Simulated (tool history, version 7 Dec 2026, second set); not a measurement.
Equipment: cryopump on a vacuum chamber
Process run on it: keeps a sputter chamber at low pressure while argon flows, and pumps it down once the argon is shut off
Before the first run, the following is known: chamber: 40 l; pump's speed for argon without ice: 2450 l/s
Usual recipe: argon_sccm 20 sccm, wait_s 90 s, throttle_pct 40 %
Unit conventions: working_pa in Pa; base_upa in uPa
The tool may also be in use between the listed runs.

{"run": 1, "hour": 0.0, "argon_sccm": 20, "wait_s": 90, "throttle_pct": 40, "working_pa": 0.0351, "base_upa": 0.77}
{"run": 2, "hour": 28.9, "argon_sccm": 20, "wait_s": 90, "throttle_pct": 40, "working_pa": 0.0344, "base_upa": 0.82}
{"run": 3, "hour": 46.5, "argon_sccm": 20, "wait_s": 90, "throttle_pct": 40, "working_pa": 0.0353, "base_upa": 0.81}
{"run": 4, "hour": 59.0, "argon_sccm": 20, "wait_s": 90, "throttle_pct": 33, "working_pa": 0.0421, "base_upa": 0.82}
{"run": 5, "hour": 85.8, "argon_sccm": 20, "wait_s": 90, "throttle_pct": 33, "working_pa": 0.0426, "base_upa": 0.79}
{"run": 6, "hour": 98.2, "argon_sccm": 20, "wait_s": 90, "throttle_pct": 33, "working_pa": 0.0421, "base_upa": 0.79}
{"run": 7, "hour": 126.8, "argon_sccm": 20, "wait_s": 90, "throttle_pct": 33, "working_pa": 0.0417, "base_upa": 0.82}
{"run": 8, "hour": 140.1, "argon_sccm": 20, "wait_s": 90, "throttle_pct": 33, "working_pa": 0.0426, "base_upa": 0.87}
{"run": 9, "hour": 154.7, "argon_sccm": 20, "wait_s": 90, "throttle_pct": 33, "working_pa": 0.0423, "base_upa": 0.83}
{"run": 10, "hour": 171.9, "argon_sccm": 20, "wait_s": 156, "throttle_pct": 19, "working_pa": 0.0732, "base_upa": 0.56}
{"run": 11, "hour": 186.9, "argon_sccm": 9, "wait_s": 259, "throttle_pct": 59, "working_pa": 0.0114, "base_upa": 0.5}
{"run": 12, "hour": 202.0, "argon_sccm": 10, "wait_s": 21, "throttle_pct": 40, "working_pa": 0.0183, "base_upa": 2.79}
{"run": 13, "hour": 226.6, "argon_sccm": 10, "wait_s": 21, "throttle_pct": 40, "working_pa": 0.0175, "base_upa": 2.79}
{"run": 14, "hour": 247.1, "argon_sccm": 24, "wait_s": 252, "throttle_pct": 40, "working_pa": 0.0424, "base_upa": 0.52}
{"run": 15, "hour": 274.9, "argon_sccm": 9, "wait_s": 70, "throttle_pct": 40, "working_pa": 0.0161, "base_upa": 1.07}

What if the next run were any one of these 3? Each begins from the tool's condition after run 15:
{"run": "A", "hour": 290.3, "argon_sccm": 9, "wait_s": 70, "throttle_pct": 24, "working_pa": "?", "base_upa": "?"}
{"run": "B", "hour": 290.3, "argon_sccm": 13, "wait_s": 180, "throttle_pct": 27, "working_pa": "?", "base_upa": "?"}
{"run": "C", "hour": 290.3, "argon_sccm": 10, "wait_s": 73, "throttle_pct": 59, "working_pa": "?", "base_upa": "?"}

run=A working_pa=0.0268 base_upa=1.07
run=B working_pa=0.0337 base_upa=0.62
run=C working_pa=0.0115 base_upa=1.06
Without the tool's hidden state the same runs would have given:
run=A working_pa=0.0264 base_upa=0.89
run=B working_pa=0.0332 base_upa=0.43
run=C working_pa=0.0111 base_upa=0.88
